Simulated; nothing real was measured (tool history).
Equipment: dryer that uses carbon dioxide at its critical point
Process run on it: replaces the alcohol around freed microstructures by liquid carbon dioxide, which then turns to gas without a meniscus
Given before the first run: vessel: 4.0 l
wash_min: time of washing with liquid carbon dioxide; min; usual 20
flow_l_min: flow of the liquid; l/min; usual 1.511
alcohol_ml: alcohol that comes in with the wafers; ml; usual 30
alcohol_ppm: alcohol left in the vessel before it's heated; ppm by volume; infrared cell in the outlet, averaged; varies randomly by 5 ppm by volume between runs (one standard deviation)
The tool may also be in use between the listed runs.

Run 1, hour 0: usual settings. Result: alcohol_ppm 58 ppm by volume.
Run 2, hour 26.5: usual settings. Result: alcohol_ppm 64 ppm by volume.
Run 3, hour 53.7: usual settings but wash_min 16 min. Result: alcohol_ppm 94 ppm by volume.
Run 4, hour 73.2: usual settings but wash_min 16 min. Result: alcohol_ppm 96 ppm by volume.
Run 5, hour 92.2: usual settings. Result: alcohol_ppm 79 ppm by volume.
Run 6, hour 116.7: usual settings. Result: alcohol_ppm 77 ppm by volume.
Run 7, hour 134.1: usual settings. Result: alcohol_ppm 84 ppm by volume.
Run 8, hour 161.4: usual settings but wash_min 17 min. Result: alcohol_ppm 100 ppm by volume.
Run 9, hour 180.8: usual settings but wash_min 17 min. Result: alcohol_ppm 116 ppm by volume.
Run 10, hour 204.5: usual settings but wash_min 17 min. Result: alcohol_ppm 115 ppm by volume.
Run 11, hour 233.1: usual settings but wash_min 17 min. Result: alcohol_ppm 118 ppm by volume.
Run 12, hour 254: usual settings. Result: alcohol_ppm 96 ppm by volume.
Run 13, hour 283.4: usual settings. Result: alcohol_ppm 109 ppm by volume.
Run 14, hour 311.6: usual settings but wash_min 25 min, flow_l_min 1.55 l/min. Result: alcohol_ppm 82 ppm by volume.
Run 15, hour 334.9: usual settings but wash_min 30 min, flow_l_min 1.55 l/min, alcohol_ml 51 ml. Result: alcohol_ppm 85 ppm by volume.
Run 16, hour 350.2: usual settings but wash_min 30 min, flow_l_min 2.31 l/min, alcohol_ml 51 ml. Result: alcohol_ppm 100 ppm by volume.
Run 17, hour 367.4: usual settings but wash_min 30 min, flow_l_min 2.31 l/min, alcohol_ml 51 ml. Result: alcohol_ppm 94 ppm by volume.
Run 18, hour 382: usual settings but alcohol_ml 29 ml. Result: alcohol_ppm 119 ppm by volume.
Run 19, hour 406: usual settings but alcohol_ml 29 ml. Result: alcohol_ppm 125 ppm by volume.
Run 20, hour 433.4: usual settings but alcohol_ml 29 ml. Result: alcohol_ppm 122 ppm by volume.
Run 21, hour 456.9: usual settings but wash_min 28 min, flow_l_min 2.13 l/min. Result: alcohol_ppm 116 ppm by volume.
Run 22, hour 473.1: usual settings but wash_min 15 min, flow_l_min 2.15 l/min, alcohol_ml 32 ml. Result: alcohol_ppm 118 ppm by volume.

What will run 23 give?
Run 23, hour 487.5: usual settings but wash_min 24 min, flow_l_min 1.96 l/min, alcohol_ml 115 ml. Result: alcohol_ppm ?.

{"run 23": {"alcohol_ppm": 110}}
With the hidden condition absent and the run-to-run variation left alone, this run would have shown alcohol_ppm 1 ppm by volume.
